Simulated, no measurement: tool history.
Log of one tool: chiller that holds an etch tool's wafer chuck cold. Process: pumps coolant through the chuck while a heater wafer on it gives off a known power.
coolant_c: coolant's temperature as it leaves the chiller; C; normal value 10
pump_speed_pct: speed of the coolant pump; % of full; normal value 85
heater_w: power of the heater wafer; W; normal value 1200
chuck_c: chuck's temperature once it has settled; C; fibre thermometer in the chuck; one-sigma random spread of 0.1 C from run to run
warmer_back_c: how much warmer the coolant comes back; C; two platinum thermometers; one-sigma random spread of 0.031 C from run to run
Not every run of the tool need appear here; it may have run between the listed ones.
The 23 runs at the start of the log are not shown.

| run | hour | coolant_c | pump_speed_pct | heater_w | chuck_c | warmer_back_c |
|---|---|---|---|---|---|---|
| 24 | 678.4 | 10 | 96 | 650 | 17.1 | 1.37 |
| 25 | 703.8 | 10 | 85 | 1523 | 28.6 | 3.54 |
| 26 | 727.6 | 11 | 93 | 1342 | 26.2 | 2.81 |
| 27 | 753.3 | 6 | 71 | 663 | 15.1 | 1.78 |
| 28 | 778.5 | 6 | 71 | 663 | 15.4 | 1.79 |
| 29 | 797.8 | 6 | 71 | 663 | 15.4 | 1.8 |
| 30 | 827.6 | 2 | 62 | 654 | 12.6 | 2.02 |
| 31 | 865.6 | 5 | 70 | 1200 | 22.2 | 3.33 |
| 32 | 889.9 | 3 | 92 | 1200 | 16.6 | 2.61 |

4 ways to go on from here, each from the tool as it stands after run 32. What would each give?
| A | 926.5 | 20 | 85 | 1200 | ? | ? |
| B | 926.5 | 6 | 81 | 868 | ? | ? |
| C | 926.5 | 3 | 87 | 675 | ? | ? |
| D | 926.5 | 0 | 98 | 848 | ? | ? |

| run | chuck_c | warmer_back_c |
|---|---|---|
| A | 34.6 | 2.79 |
| B | 17 | 2.08 |
| C | 11 | 1.58 |
| D | 9.1 | 1.71 |
With no hidden state in the tool, these same runs would have given:
| run | chuck_c | warmer_back_c |
|---|---|---|
| A | 32.9 | 2.7 |
| B | 15.8 | 2.01 |
| C | 10.1 | 1.53 |
| D | 8.1 | 1.65 |
